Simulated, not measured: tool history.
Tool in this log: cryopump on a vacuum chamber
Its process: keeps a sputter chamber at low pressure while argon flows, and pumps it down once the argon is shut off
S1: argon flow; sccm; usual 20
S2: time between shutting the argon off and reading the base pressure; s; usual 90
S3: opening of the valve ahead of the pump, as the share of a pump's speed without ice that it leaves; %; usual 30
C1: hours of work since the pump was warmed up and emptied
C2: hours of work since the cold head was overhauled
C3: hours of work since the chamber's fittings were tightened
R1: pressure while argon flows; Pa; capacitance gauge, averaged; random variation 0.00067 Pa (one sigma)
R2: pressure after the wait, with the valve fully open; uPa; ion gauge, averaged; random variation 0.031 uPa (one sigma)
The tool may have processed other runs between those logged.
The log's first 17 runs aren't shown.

run   hour  S1   S2  S3   C1   C2    C3      R1    R2
 18    163  20   90  41  152  686  1281  0.0838  4.17
 19  178.5   8   90  46  166  700  1294  0.0307  4.22
 20  190.3   8   90  46  176  710  1305  0.0311  4.13
 21  200.1   8   90  31  185  719  1313  0.0446  4.26
 22  206.6  10   41  31  191  724  1319  0.0556  5.75
 23  214.1  16  192  31  197  731  1326  0.0905  3.56
 24  226.1  16  192  31  208  742  1336   0.091  3.53
 25  232.7  38  192  22  214  747  1342   0.297  3.62
 26  239.8  38  192  34  220  754  1348  0.1985  3.69

Run 27, settings as shown, results not yet in. Your forecast:
 27  249.5  38  192  34  228  762  1357   ?   ?

{"run 27": {"R1": 0.1959, "R2": 3.62}}
With the hidden condition absent and the run-to-run variation left alone, this run would have shown R1 0.184 Pa, R2 0.86 uPa.
